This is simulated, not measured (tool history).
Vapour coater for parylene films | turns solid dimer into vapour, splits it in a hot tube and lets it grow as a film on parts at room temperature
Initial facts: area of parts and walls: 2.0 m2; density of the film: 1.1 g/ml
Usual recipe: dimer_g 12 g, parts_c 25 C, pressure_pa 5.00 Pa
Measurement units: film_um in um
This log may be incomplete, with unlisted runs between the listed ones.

{"run": 1, "day": 0.0, "dimer_g": 12, "parts_c": 25, "pressure_pa": 5.0, "film_um": 3.5}
{"run": 2, "day": 0.612, "dimer_g": 12, "parts_c": 25, "pressure_pa": 5.0, "film_um": 3.53}
{"run": 3, "day": 1.288, "dimer_g": 12, "parts_c": 25, "pressure_pa": 5.0, "film_um": 3.57}
{"run": 4, "day": 1.8, "dimer_g": 12, "parts_c": 25, "pressure_pa": 5.0, "film_um": 3.5}
{"run": 5, "day": 2.604, "dimer_g": 12, "parts_c": 25, "pressure_pa": 5.0, "film_um": 3.52}
{"run": 6, "day": 3.317, "dimer_g": 12, "parts_c": 25, "pressure_pa": 5.0, "film_um": 3.51}
{"run": 7, "day": 4.1, "dimer_g": 12, "parts_c": 25, "pressure_pa": 5.0, "film_um": 3.49}
{"run": 8, "day": 4.933, "dimer_g": 12, "parts_c": 32, "pressure_pa": 5.0, "film_um": 2.78}
{"run": 9, "day": 5.571, "dimer_g": 12, "parts_c": 25, "pressure_pa": 2.32, "film_um": 3.79}
{"run": 10, "day": 6.404, "dimer_g": 8, "parts_c": 25, "pressure_pa": 5.0, "film_um": 2.32}
{"run": 11, "day": 7.038, "dimer_g": 8, "parts_c": 25, "pressure_pa": 5.0, "film_um": 2.32}
{"run": 12, "day": 7.692, "dimer_g": 14, "parts_c": 25, "pressure_pa": 5.0, "film_um": 4.0}
{"run": 13, "day": 8.483, "dimer_g": 12, "parts_c": 25, "pressure_pa": 5.0, "film_um": 3.35}
{"run": 14, "day": 9.275, "dimer_g": 12, "parts_c": 25, "pressure_pa": 11.7, "film_um": 3.09}
{"run": 15, "day": 10.175, "dimer_g": 12, "parts_c": 25, "pressure_pa": 11.7, "film_um": 3.04}
{"run": 16, "day": 10.9, "dimer_g": 12, "parts_c": 25, "pressure_pa": 9.59, "film_um": 3.09}
{"day": 11.346, "done": "trap's valve overhauled"}
{"run": 17, "day": 11.612, "dimer_g": 12, "parts_c": 25, "pressure_pa": 8.02, "film_um": 3.45}
{"run": 18, "day": 12.129, "dimer_g": 12, "parts_c": 25, "pressure_pa": 8.02, "film_um": 3.4}
{"run": 19, "day": 12.921, "dimer_g": 12, "parts_c": 25, "pressure_pa": 8.02, "film_um": 3.39}
{"run": 20, "day": 13.662, "dimer_g": 12, "parts_c": 25, "pressure_pa": 8.02, "film_um": 3.39}
{"run": 21, "day": 14.25, "dimer_g": 12, "parts_c": 25, "pressure_pa": 8.02, "film_um": 3.4}
{"run": 22, "day": 14.858, "dimer_g": 12, "parts_c": 25, "pressure_pa": 5.0, "film_um": 3.61}
{"run": 23, "day": 15.488, "dimer_g": 6, "parts_c": 26, "pressure_pa": 8.17, "film_um": 1.64}
{"run": 24, "day": 16.171, "dimer_g": 6, "parts_c": 26, "pressure_pa": 8.17, "film_um": 1.62}
{"run": 25, "day": 17.012, "dimer_g": 12, "parts_c": 25, "pressure_pa": 5.5, "film_um": 3.49}
{"run": 26, "day": 17.833, "dimer_g": 12, "parts_c": 25, "pressure_pa": 5.5, "film_um": 3.53}
{"run": 27, "day": 18.65, "dimer_g": 12, "parts_c": 31, "pressure_pa": 8.33, "film_um": 2.74}
{"run": 28, "day": 19.121, "dimer_g": 10, "parts_c": 34, "pressure_pa": 9.5, "film_um": 2.06}
{"run": 29, "day": 20.017, "dimer_g": 7, "parts_c": 25, "pressure_pa": 9.0, "film_um": 1.9}
{"run": 30, "day": 20.617, "dimer_g": 9, "parts_c": 25, "pressure_pa": 3.89, "film_um": 2.72}
{"run": 31, "day": 21.025, "dimer_g": 6, "parts_c": 20, "pressure_pa": 2.32, "film_um": 2.27}
{"run": 32, "day": 21.754, "dimer_g": 8, "parts_c": 25, "pressure_pa": 2.83, "film_um": 2.52}
{"run": 33, "day": 22.633, "dimer_g": 8, "parts_c": 25, "pressure_pa": 2.83, "film_um": 2.5}
{"run": 34, "day": 23.467, "dimer_g": 8, "parts_c": 25, "pressure_pa": 5.0, "film_um": 2.29}
{"run": 35, "day": 24.05, "dimer_g": 12, "parts_c": 19, "pressure_pa": 5.0, "film_um": 4.15}
{"run": 36, "day": 24.888, "dimer_g": 12, "parts_c": 19, "pressure_pa": 5.0, "film_um": 4.23}
{"run": 37, "day": 25.604, "dimer_g": 6, "parts_c": 35, "pressure_pa": 3.1, "film_um": 1.34}
{"run": 38, "day": 26.5, "dimer_g": 6, "parts_c": 25, "pressure_pa": 3.1, "film_um": 1.81}
{"run": 39, "day": 26.942, "dimer_g": 6, "parts_c": 25, "pressure_pa": 3.1, "film_um": 1.81}
{"day": 27.45, "done": "trap's valve overhauled"}
{"run": 40, "day": 27.925, "dimer_g": 6, "parts_c": 25, "pressure_pa": 3.1, "film_um": 1.95}
{"run": 41, "day": 28.704, "dimer_g": 7, "parts_c": 25, "pressure_pa": 6.79, "film_um": 2.04}
{"run": 42, "day": 29.458, "dimer_g": 10, "parts_c": 25, "pressure_pa": 5.0, "film_um": 3.03}
{"run": 43, "day": 30.033, "dimer_g": 16, "parts_c": 33, "pressure_pa": 8.57, "film_um": 3.46}
{"run": 44, "day": 30.754, "dimer_g": 6, "parts_c": 22, "pressure_pa": 8.57, "film_um": 1.83}

Alternative continuations, all from the tool just after run 44; predict every row:
{"run": "A", "day": 31.433, "dimer_g": 6, "parts_c": 22, "pressure_pa": 7.68, "film_um": "?"}
{"run": "B", "day": 31.433, "dimer_g": 12, "parts_c": 30, "pressure_pa": 3.59, "film_um": "?"}
{"run": "C", "day": 31.433, "dimer_g": 12, "parts_c": 35, "pressure_pa": 5.0, "film_um": "?"}

run=A film_um=1.87
run=B film_um=3.20
run=C film_um=2.65
What these runs would have given with no unlogged condition in the tool:
run=A film_um=1.88
run=B film_um=3.22
run=C film_um=2.66
